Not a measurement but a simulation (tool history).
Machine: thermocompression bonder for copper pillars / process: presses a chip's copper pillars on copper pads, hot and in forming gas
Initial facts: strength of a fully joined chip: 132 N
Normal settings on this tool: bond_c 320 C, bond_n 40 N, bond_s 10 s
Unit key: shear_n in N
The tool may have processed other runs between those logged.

| run | day | bond_c | bond_n | bond_s | shear_n |
|---|---|---|---|---|---|
| 1 | 0 | 320 | 40 | 10 | 58.5 |
| 2 | 0.929 | 320 | 40 | 10 | 58.7 |
| 3 | 1.508 | 320 | 40 | 10 | 58.6 |
| 4 | 2.196 | 320 | 40 | 10 | 58.5 |
| 5 | 3.425 | 320 | 40 | 10 | 57.9 |
| 6 | 4.262 | 312 | 40 | 10 | 52.8 |
| 7 | 4.8 | 320 | 40 | 26 | 79.1 |
| 8 | 5.779 | 320 | 40 | 10 | 58 |
| 9 | 6.417 | 320 | 40 | 10 | 58.1 |
| 10 | 7.512 | 320 | 40 | 10 | 57.3 |
|  | 7.621 | forming gas filter changed |
| 11 | 8.208 | 320 | 40 | 10 | 62.5 |
| 12 | 8.95 | 320 | 40 | 24 | 83.8 |
| 13 | 9.838 | 320 | 40 | 10 | 62.6 |
| 14 | 10.596 | 320 | 40 | 10 | 62.5 |
| 15 | 11.696 | 320 | 43 | 10 | 64 |
| 16 | 12.458 | 320 | 40 | 10 | 61.6 |
| 17 | 13.312 | 320 | 40 | 10 | 61.6 |
| 18 | 14.429 | 320 | 40 | 10 | 61.7 |
| 19 | 15.754 | 320 | 40 | 10 | 60.9 |
| 20 | 16.838 | 297 | 40 | 10 | 45.6 |
| 21 | 17.833 | 297 | 59 | 10 | 59.1 |
| 22 | 18.638 | 319 | 59 | 10 | 74.6 |
| 23 | 19.704 | 319 | 27 | 10 | 47 |
| 24 | 20.371 | 290 | 29 | 10 | 33.3 |
| 25 | 20.971 | 290 | 29 | 10 | 33.3 |
| 26 | 21.825 | 299 | 29 | 10 | 38.1 |
| 27 | 22.9 | 299 | 29 | 10 | 37.4 |
| 28 | 23.633 | 299 | 29 | 10 | 37.9 |
| 29 | 24.65 | 311 | 34 | 5 | 37 |
| 30 | 25.738 | 311 | 34 | 5 | 37.3 |
| 31 | 26.917 | 291 | 40 | 25 | 58.7 |
| 32 | 27.542 | 291 | 40 | 25 | 58.3 |
|  | 28.1 | heater calibrated with a thermocouple chip |
| 33 | 28.892 | 291 | 44 | 6 | 38.5 |
| 34 | 29.933 | 320 | 50 | 6 | 60.2 |
| 35 | 30.933 | 320 | 50 | 6 | 60 |
| 36 | 31.733 | 320 | 28 | 14 | 57.5 |
| 37 | 32.738 | 347 | 55 | 9 | 90.7 |
| 38 | 33.729 | 293 | 38 | 8 | 40.5 |
| 39 | 35.021 | 293 | 48 | 10 | 49.8 |
| 40 | 36.296 | 297 | 34 | 9 | 40.6 |
| 41 | 37.558 | 297 | 34 | 9 | 40.8 |

Forecast each of these 3 alternatives for the next run:
| A | 38.796 | 344 | 29 | 14 | ? |
| B | 38.796 | 320 | 40 | 11 | ? |
| C | 38.796 | 320 | 26 | 8 | ? |

| run | shear_n |
|---|---|
| A | 74.6 |
| B | 64 |
| C | 44.2 |
Without the tool's hidden state the same runs would have given:
| run | shear_n |
|---|---|
| A | 77.9 |
| B | 66.7 |
| C | 46 |

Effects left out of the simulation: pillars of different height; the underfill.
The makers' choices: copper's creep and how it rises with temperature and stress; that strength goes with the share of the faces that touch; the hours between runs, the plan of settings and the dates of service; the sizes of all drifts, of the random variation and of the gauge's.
